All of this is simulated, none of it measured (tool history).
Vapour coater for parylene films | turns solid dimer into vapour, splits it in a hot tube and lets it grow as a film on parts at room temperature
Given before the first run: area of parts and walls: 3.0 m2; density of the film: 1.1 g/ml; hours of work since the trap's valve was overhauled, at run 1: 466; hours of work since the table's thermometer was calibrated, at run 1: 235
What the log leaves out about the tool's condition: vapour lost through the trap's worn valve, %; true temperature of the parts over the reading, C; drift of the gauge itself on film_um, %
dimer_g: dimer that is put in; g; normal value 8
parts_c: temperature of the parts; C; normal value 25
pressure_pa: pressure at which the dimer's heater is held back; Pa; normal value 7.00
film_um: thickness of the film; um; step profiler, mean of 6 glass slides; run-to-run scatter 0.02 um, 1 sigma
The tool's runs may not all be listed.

run,hour,dimer_g,parts_c,pressure_pa,hours of work since the trap's valve was overhauled,hours of work since the table's thermometer was calibrated,film_um
1,0.0,8,25,7.00,466,235,1.69
2,15.0,8,25,7.00,475,244,1.73
3,26.0,8,25,7.00,482,250,1.71
4,43.5,8,25,5.43,492,260,1.78
5,63.1,8,22,5.43,503,272,1.94
6,86.1,8,22,5.43,517,285,1.94
7,107.6,8,22,5.43,530,298,2.00
8,124.6,8,25,5.18,540,308,1.78
9,141.7,8,25,7.00,550,318,1.72
10,166.1,8,25,7.00,564,332,1.72
11,176.5,8,25,4.86,570,338,1.84
12,192.9,8,25,7.00,580,348,1.72
13,208.4,8,25,7.00,589,357,1.67
14,218.4,5,25,7.00,595,363,1.05
15,235.5,5,25,7.00,605,373,1.04
# hour 251.5: trap's valve overhauled
16,261.0,5,25,7.00,6,386,1.07
17,279.9,8,25,7.00,17,397,1.69
18,295.5,8,25,7.00,26,406,1.71
19,307.0,8,25,7.00,33,413,1.68
20,322.4,8,25,7.00,42,422,1.65
21,336.8,8,25,2.88,50,430,2.01
22,349.1,8,25,2.88,57,437,2.03
23,360.8,8,25,2.88,64,444,2.11
24,375.1,8,21,2.88,72,453,2.34
25,395.9,7,23,7.00,85,465,1.55
26,413.2,3,25,7.00,95,475,0.61
27,433.9,5,25,7.00,107,487,1.06
28,455.3,6,28,2.69,120,500,1.42
29,474.7,13,25,3.00,131,511,3.29
30,488.7,13,25,3.00,139,519,3.31
31,512.8,13,25,3.00,153,533,3.28
32,531.5,13,25,2.40,164,544,3.51
33,541.3,13,25,2.40,170,550,3.42
34,554.3,13,25,2.40,178,558,3.43
35,566.6,13,25,2.40,185,565,3.43
36,585.4,13,25,2.40,196,576,3.52
37,600.1,3,21,4.22,205,585,0.82
38,612.1,6,26,2.01,212,592,1.64
39,631.0,4,18,2.01,223,603,1.19
40,651.2,4,18,8.40,235,615,1.02
41,672.1,3,35,5.10,247,627,0.49
42,688.4,3,35,5.10,256,636,0.46
43,704.1,4,20,7.00,266,646,0.98
44,716.5,4,20,7.00,273,653,0.97
45,731.9,4,20,7.00,282,662,0.98
46,753.1,13,30,7.00,294,674,2.38
47,775.1,8,36,7.00,307,687,1.19

Here are 4 independent what-if runs from the current tool condition. What would each one return?
A,789.0,8,35,5.97,315,696,?
B,789.0,8,20,7.00,315,696,?
C,789.0,12,29,7.00,315,696,?
D,789.0,8,32,7.00,315,696,?

run,film_um
A,1.27
B,2.01
C,2.24
D,1.41
Without the tool's unlogged condition, the same runs would have read:
run,film_um
A,1.27
B,2.02
C,2.25
D,1.42
